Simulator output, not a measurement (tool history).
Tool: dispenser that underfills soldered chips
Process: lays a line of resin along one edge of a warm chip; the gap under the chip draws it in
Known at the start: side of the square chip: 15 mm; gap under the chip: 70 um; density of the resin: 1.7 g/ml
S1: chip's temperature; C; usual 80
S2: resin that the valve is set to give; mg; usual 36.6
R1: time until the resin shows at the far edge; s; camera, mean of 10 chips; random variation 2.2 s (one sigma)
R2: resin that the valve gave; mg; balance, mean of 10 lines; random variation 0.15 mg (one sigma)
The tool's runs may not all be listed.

{"run": 1, "day": 0.0, "S1": 80, "S2": 36.6, "R1": 277.8, "R2": 33.34}
{"run": 2, "day": 0.308, "S1": 80, "S2": 35.7, "R1": 471.7, "R2": 32.05}
{"day": 0.479, "done": "new syringe of resin"}
{"day": 0.546, "done": "dispensing valve cleaned and set on the balance"}
{"run": 3, "day": 0.65, "S1": 80, "S2": 36.6, "R1": 259.9, "R2": 36.44}
{"run": 4, "day": 1.029, "S1": 80, "S2": 36.6, "R1": 481.7, "R2": 36.42}
{"day": 1.154, "done": "new syringe of resin"}
{"run": 5, "day": 1.304, "S1": 68, "S2": 36.6, "R1": 462.8, "R2": 36.19}
{"run": 6, "day": 1.629, "S1": 80, "S2": 36.6, "R1": 457.2, "R2": 35.95}
{"day": 1.792, "done": "new syringe of resin"}
{"run": 7, "day": 1.942, "S1": 80, "S2": 39.9, "R1": 258.3, "R2": 38.95}
{"run": 8, "day": 2.138, "S1": 68, "S2": 36.6, "R1": 638.6, "R2": 35.6}
{"day": 2.417, "done": "new syringe of resin"}
{"run": 9, "day": 2.417, "S1": 68, "S2": 36.6, "R1": 362.6, "R2": 35.48}
{"run": 10, "day": 2.796, "S1": 68, "S2": 36.6, "R1": 678.3, "R2": 35.07}
{"day": 3.038, "done": "new syringe of resin"}
{"run": 11, "day": 3.121, "S1": 80, "S2": 36.6, "R1": 240.9, "R2": 34.95}
{"run": 12, "day": 3.3, "S1": 80, "S2": 36.6, "R1": 323.9, "R2": 35.01}
{"run": 13, "day": 3.562, "S1": 65, "S2": 39.1, "R1": 992.5, "R2": 37.3}
{"day": 3.658, "done": "new syringe of resin"}
{"run": 14, "day": 3.875, "S1": 65, "S2": 39.1, "R1": 606.7, "R2": 37.07}
{"run": 15, "day": 4.242, "S1": 80, "S2": 41.1, "R1": 529.6, "R2": 38.99}
{"day": 4.292, "done": "new syringe of resin"}
{"run": 16, "day": 4.533, "S1": 93, "S2": 34.2, "R1": 180.1, "R2": 31.89}
{"run": 17, "day": 4.817, "S1": 82, "S2": 34.5, "R1": 464.3, "R2": 31.94}
{"day": 4.929, "done": "new syringe of resin"}
{"run": 18, "day": 5.079, "S1": 75, "S2": 37.7, "R1": 333.3, "R2": 34.94}
{"run": 19, "day": 5.358, "S1": 71, "S2": 37.6, "R1": 626.0, "R2": 34.36}
{"day": 5.571, "done": "new syringe of resin"}
{"run": 20, "day": 5.583, "S1": 85, "S2": 36.6, "R1": 173.3, "R2": 33.34}
{"run": 21, "day": 5.888, "S1": 69, "S2": 36.6, "R1": 586.1, "R2": 33.4}
{"day": 6.2, "done": "new syringe of resin"}
{"run": 22, "day": 6.275, "S1": 69, "S2": 36.6, "R1": 398.9, "R2": 32.93}
{"day": 6.346, "done": "dispensing valve cleaned and set on the balance"}
{"run": 23, "day": 6.658, "S1": 69, "S2": 36.6, "R1": 674.2, "R2": 36.53}

Forecast run 24:
{"day": 6.862, "done": "new syringe of resin"}
{"run": 24, "day": 7.008, "S1": 69, "S2": 36.6, "R1": "?", "R2": "?"}

Run 24 gave R1 432.9 s, R2 35.94 mg.
Without the tool's hidden state the same run would have given R1 358.0 s, R2 36.37 mg.
